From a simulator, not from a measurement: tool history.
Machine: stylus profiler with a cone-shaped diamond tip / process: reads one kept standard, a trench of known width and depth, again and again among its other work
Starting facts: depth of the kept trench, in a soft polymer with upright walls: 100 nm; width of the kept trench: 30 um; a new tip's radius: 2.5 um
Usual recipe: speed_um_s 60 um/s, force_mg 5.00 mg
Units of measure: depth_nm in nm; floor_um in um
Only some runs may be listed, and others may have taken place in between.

run	hour	speed_um_s	force_mg	depth_nm	floor_um
1	0.0	60	5.00	101.176	28.24
2	35.2	60	5.00	101.172	28.17
3	83.5	27	5.00	101.178	28.26
4	114.9	27	5.00	101.188	28.26
5	175.4	93	5.00	101.196	28.05
6	249.0	93	5.00	101.246	28.09
7	307.6	60	5.00	101.259	28.14
8	356.7	60	6.73	101.508	28.18
9	426.1	60	14.13	102.230	28.24
10	463.8	20	14.13	102.251	28.27
11	529.4	112	14.13	102.247	28.09
12	568.8	112	14.13	102.247	28.07
13	635.8	112	14.13	102.251	28.09
14	693.2	27	1.69	100.576	28.09
15	739.0	16	5.00	101.158	28.19
16	813.5	41	7.22	101.477	28.21
17	852.8	18	7.53	101.509	28.27
18	904.5	18	7.53	101.520	28.22
19	964.9	71	5.42	101.242	28.02
20	1015.4	22	3.38	100.937	28.14
21	1084.2	59	13.41	102.238	28.14
22	1121.6	76	1.84	100.651	27.94
23	1188.6	27	5.00	101.206	28.13
24	1245.2	64	5.00	101.222	28.02
25	1277.7	64	5.00	101.233	28.05
26	1323.8	231	3.14	100.919	27.46

The log once held 2 entries between its listed runs, left out of this copy. Where does each go, and what is different about the tool's unlogged condition between the listed run before it and the listed run after it?
Run 5 -> run 6: height scale calibrated on a step standard (hour 199.8)
  radius of the tip, um: 3.54 -> 3.57; height scale over the true one, %: 0.082 -> 0.131
  measured less the result without the state, depth_nm: +0.082 -> +0.133 nm; floor_um: -0.27 -> -0.28 um
Run 8 -> run 9: height scale calibrated on a step standard, once more (hour 387.3)
  radius of the tip, um: 3.63 -> 3.66; height scale over the true one, %: 0.145 -> 0.003
  measured less the result without the state, depth_nm: +0.147 -> +0.003 nm; floor_um: -0.29 -> -0.30 um
